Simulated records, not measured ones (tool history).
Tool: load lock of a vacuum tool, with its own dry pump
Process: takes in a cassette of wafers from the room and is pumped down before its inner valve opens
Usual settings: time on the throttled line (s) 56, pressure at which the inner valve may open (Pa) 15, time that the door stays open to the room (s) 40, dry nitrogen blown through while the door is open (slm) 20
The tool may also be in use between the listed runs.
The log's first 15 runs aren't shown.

run     hour  time on the throttled line (s)  pressure at which the inner valve may open (Pa)  time that the door stays open to the room (s)  dry nitrogen blown through while the door is open (slm)  hours that the pump has run since its overhaul  times that the door has closed on its seal  incoming humidity of the room's air, %  time from the closed door until the inner valve may open (s)  rise of the pressure with all valves shut (Pa/min)
 16   7672.0                              56                                               15                                             40                                                       20                                            7089                                       17984                                    44.8                                                          91.8                                               0.147
 17   8285.0                              56                                               15                                             40                                                        7                                            7702                                       19573                                    41.2                                                          91.4                                               0.161
 18   8773.5                              56                                               15                                             40                                                       20                                            8190                                       20839                                    44.9                                                          91.9                                               0.171
 19   9152.8                              56                                               15                                             40                                                       20                                            8569                                       21822                                    41.8                                                          92.1                                               0.179
 20   9840.8                              56                                               13                                            104                                                        7                                            9257                                       23605                                    44.0                                                          92.3                                               0.234
      9911.8  -- door's seal changed, seat wiped
 21  10496.7                              68                                               15                                             40                                                       20                                            9912                                        1515                                    42.1                                                         102.0                                               0.027
 22  10959.7                              68                                               15                                             40                                                       20                                           10375                                        2716                                    46.2                                                         102.2                                               0.039
 23  11561.2                             109                                               23                                            143                                                       20                                           10976                                        4274                                    44.6                                                         138.1                                               0.076
 24  12211.4                             109                                               23                                            143                                                       20                                           11627                                        5959                                    45.0                                                         136.8                                               0.076
 25  12741.3                              56                                               15                                             64                                                       20                                           12156                                        7333                                    46.9                                                          92.8                                               0.068
 26  13045.6                             100                                               15                                            203                                                       20                                           12461                                        8122                                    46.7                                                         132.8                                               0.105
 27  13708.5                             100                                               15                                            203                                                       20                                           13124                                        9840                                    47.5                                                         132.5                                               0.120
 28  14056.3                             100                                               15                                            203                                                       26                                           13472                                       10741                                    44.9                                                         130.7                                               0.122
 29  14398.8                              94                                               17                                            134                                                        7                                           13814                                       11629                                    42.4                                                         125.0                                               0.119
 30  15036.1                              56                                               15                                             58                                                       20                                           14451                                       13280                                    44.2                                                          93.7                                               0.099
 31  15676.7                              56                                               15                                             40                                                       26                                           15092                                       14941                                    41.4                                                          93.6                                               0.100
 32  16334.6                              56                                               15                                             40                                                       37                                           15750                                       16646                                    46.0                                                          93.3                                               0.111
     16840.4  -- dry pump taken out, an overhauled one fitted
 33  17049.5                              56                                               15                                             40                                                       37                                             209                                       18483                                    48.2                                                          88.4                                               0.133
 34  17661.2                              56                                               13                                             40                                                       20                                             821                                       20068                                    44.3                                                          90.0                                               0.154
 35  17968.8                              73                                               18                                             40                                                        5                                            1128                                       20866                                    44.2                                                         103.4                                               0.171
 36  18504.8                              73                                               18                                             40                                                        5                                            1664                                       22255                                    44.8                                                         102.7                                               0.181

Forecast each of these 4 alternatives for the next run:
  A  18890.6                              78                                               25                                             40                                                        5                                            2050                                       23255                                    46.4                                                             ?                                                   ?
  B  18890.6                              73                                               23                                             56                                                        5                                            2050                                       23255                                    44.2                                                             ?                                                   ?
  C  18890.6                              56                                               17                                             70                                                       11                                            2050                                       23255                                    48.9                                                             ?                                                   ?
  D  18890.6                              56                                               25                                             40                                                       20                                            2050                                       23255                                    50.2                                                             ?                                                   ?

run  time from the closed door until the inner valve may open (s)  rise of the pressure with all valves shut (Pa/min)
  A                                                         107.1                                               0.198
  B                                                         102.7                                               0.202
  C                                                          89.5                                               0.207
  D                                                          87.0                                               0.195
Without the tool's hidden state the same runs would have given:
run  time from the closed door until the inner valve may open (s)  rise of the pressure with all valves shut (Pa/min)
  A                                                         106.8                                               0.045
  B                                                         102.3                                               0.050
  C                                                          89.2                                               0.054
  D                                                          86.7                                               0.043
